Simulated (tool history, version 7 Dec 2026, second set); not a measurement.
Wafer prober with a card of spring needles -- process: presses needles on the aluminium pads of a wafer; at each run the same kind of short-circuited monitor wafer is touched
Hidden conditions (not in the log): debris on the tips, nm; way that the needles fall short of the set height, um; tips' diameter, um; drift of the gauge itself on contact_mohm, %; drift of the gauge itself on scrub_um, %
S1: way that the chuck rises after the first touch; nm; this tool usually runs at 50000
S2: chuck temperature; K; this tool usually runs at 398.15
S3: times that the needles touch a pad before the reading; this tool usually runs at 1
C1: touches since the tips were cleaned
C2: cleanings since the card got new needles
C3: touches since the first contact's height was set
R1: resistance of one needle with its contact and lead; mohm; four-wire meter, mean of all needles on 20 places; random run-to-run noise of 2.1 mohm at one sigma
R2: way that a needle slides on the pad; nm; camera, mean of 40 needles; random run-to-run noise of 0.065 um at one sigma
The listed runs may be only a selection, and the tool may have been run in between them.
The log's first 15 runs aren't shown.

{"day": 4.467, "done": "tips cleaned on abrasive film"}
{"run": 16, "day": 4.658, "S1": 50000, "S2": 398.15, "S3": 1, "C1": 2564, "C2": 20, "C3": 113609, "R1": 225, "R2": 13010}
{"run": 17, "day": 4.846, "S1": 50000, "S2": 398.15, "S3": 1, "C1": 5086, "C2": 20, "C3": 116131, "R1": 224, "R2": 12890}
{"day": 4.867, "done": "tips cleaned on abrasive film"}
{"run": 18, "day": 5.017, "S1": 50000, "S2": 367.15, "S3": 1, "C1": 2056, "C2": 21, "C3": 118417, "R1": 217, "R2": 12880}
{"day": 5.262, "done": "tips cleaned on abrasive film"}
{"run": 19, "day": 5.267, "S1": 47000, "S2": 398.15, "S3": 2, "C1": 80, "C2": 22, "C3": 121724, "R1": 226, "R2": 12240}
{"run": 20, "day": 5.554, "S1": 40000, "S2": 302.15, "S3": 2, "C1": 3979, "C2": 22, "C3": 125623, "R1": 204, "R2": 10280}
{"day": 5.654, "done": "tips cleaned on abrasive film"}
{"run": 21, "day": 5.725, "S1": 49000, "S2": 302.15, "S3": 2, "C1": 975, "C2": 23, "C3": 127861, "R1": 207, "R2": 12600}
{"run": 22, "day": 6.0, "S1": 49000, "S2": 302.15, "S3": 2, "C1": 4685, "C2": 23, "C3": 131571, "R1": 205, "R2": 12670}
{"day": 6.05, "done": "tips cleaned on abrasive film"}
{"run": 23, "day": 6.192, "S1": 50000, "S2": 398.15, "S3": 2, "C1": 1918, "C2": 24, "C3": 134082, "R1": 228, "R2": 13020}
{"day": 6.458, "done": "tips cleaned on abrasive film"}
{"run": 24, "day": 6.529, "S1": 44000, "S2": 398.15, "S3": 3, "C1": 942, "C2": 25, "C3": 138578, "R1": 230, "R2": 11270}
{"day": 6.85, "done": "tips cleaned on abrasive film"}
{"run": 25, "day": 6.875, "S1": 44000, "S2": 398.15, "S3": 3, "C1": 376, "C2": 26, "C3": 143226, "R1": 227, "R2": 11400}
{"run": 26, "day": 7.142, "S1": 62000, "S2": 329.15, "S3": 1, "C1": 3955, "C2": 26, "C3": 146805, "R1": 205, "R2": 15880}
{"day": 7.25, "done": "tips cleaned on abrasive film"}
{"run": 27, "day": 7.35, "S1": 50000, "S2": 398.15, "S3": 2, "C1": 1341, "C2": 27, "C3": 149574, "R1": 226, "R2": 12960}
{"day": 7.642, "done": "tips cleaned on abrasive film"}
{"run": 28, "day": 7.721, "S1": 50000, "S2": 398.15, "S3": 2, "C1": 1048, "C2": 28, "C3": 154497, "R1": 225, "R2": 13000}
{"run": 29, "day": 7.904, "S1": 38000, "S2": 342.15, "S3": 3, "C1": 3519, "C2": 28, "C3": 156968, "R1": 216, "R2": 9790}
{"day": 8.046, "done": "tips cleaned on abrasive film"}
{"run": 30, "day": 8.133, "S1": 36000, "S2": 398.15, "S3": 1, "C1": 1197, "C2": 29, "C3": 160031, "R1": 229, "R2": 9320}
{"run": 31, "day": 8.383, "S1": 37000, "S2": 360.15, "S3": 1, "C1": 4567, "C2": 29, "C3": 163401, "R1": 222, "R2": 9480}
{"day": 8.442, "done": "tips cleaned on abrasive film"}
{"run": 32, "day": 8.583, "S1": 50000, "S2": 398.15, "S3": 3, "C1": 1906, "C2": 30, "C3": 166035, "R1": 222, "R2": 12930}
{"day": 8.854, "done": "tips cleaned on abrasive film"}
{"run": 33, "day": 8.875, "S1": 50000, "S2": 398.15, "S3": 3, "C1": 283, "C2": 31, "C3": 169898, "R1": 229, "R2": 13100}
{"run": 34, "day": 9.058, "S1": 43000, "S2": 398.15, "S3": 1, "C1": 2793, "C2": 31, "C3": 172408, "R1": 227, "R2": 10960}

Here are 4 independent what-if runs from the current tool condition. What would each one return?
{"day": 9.246, "done": "tips cleaned on abrasive film"}
{"run": "A", "day": 9.421, "S1": 40000, "S2": 302.15, "S3": 2, "C1": 2335, "C2": 32, "C3": 177225, "R1": "?", "R2": "?"}
{"day": 9.246, "done": "tips cleaned on abrasive film"}
{"run": "B", "day": 9.421, "S1": 47000, "S2": 352.15, "S3": 1, "C1": 2335, "C2": 32, "C3": 177225, "R1": "?", "R2": "?"}
{"day": 9.246, "done": "tips cleaned on abrasive film"}
{"run": "C", "day": 9.421, "S1": 50000, "S2": 398.15, "S3": 2, "C1": 2335, "C2": 32, "C3": 177225, "R1": "?", "R2": "?"}
{"day": 9.246, "done": "tips cleaned on abrasive film"}
{"run": "D", "day": 9.421, "S1": 44000, "S2": 398.15, "S3": 1, "C1": 2335, "C2": 32, "C3": 177225, "R1": "?", "R2": "?"}

run=A R1=208 R2=10350
run=B R1=212 R2=12160
run=C R1=223 R2=12930
run=D R1=227 R2=11290
With the hidden condition removed and each run's random variation left untouched, the same runs would have given:
run=A R1=208 R2=10360
run=B R1=212 R2=12160
run=C R1=223 R2=12930
run=D R1=227 R2=11290

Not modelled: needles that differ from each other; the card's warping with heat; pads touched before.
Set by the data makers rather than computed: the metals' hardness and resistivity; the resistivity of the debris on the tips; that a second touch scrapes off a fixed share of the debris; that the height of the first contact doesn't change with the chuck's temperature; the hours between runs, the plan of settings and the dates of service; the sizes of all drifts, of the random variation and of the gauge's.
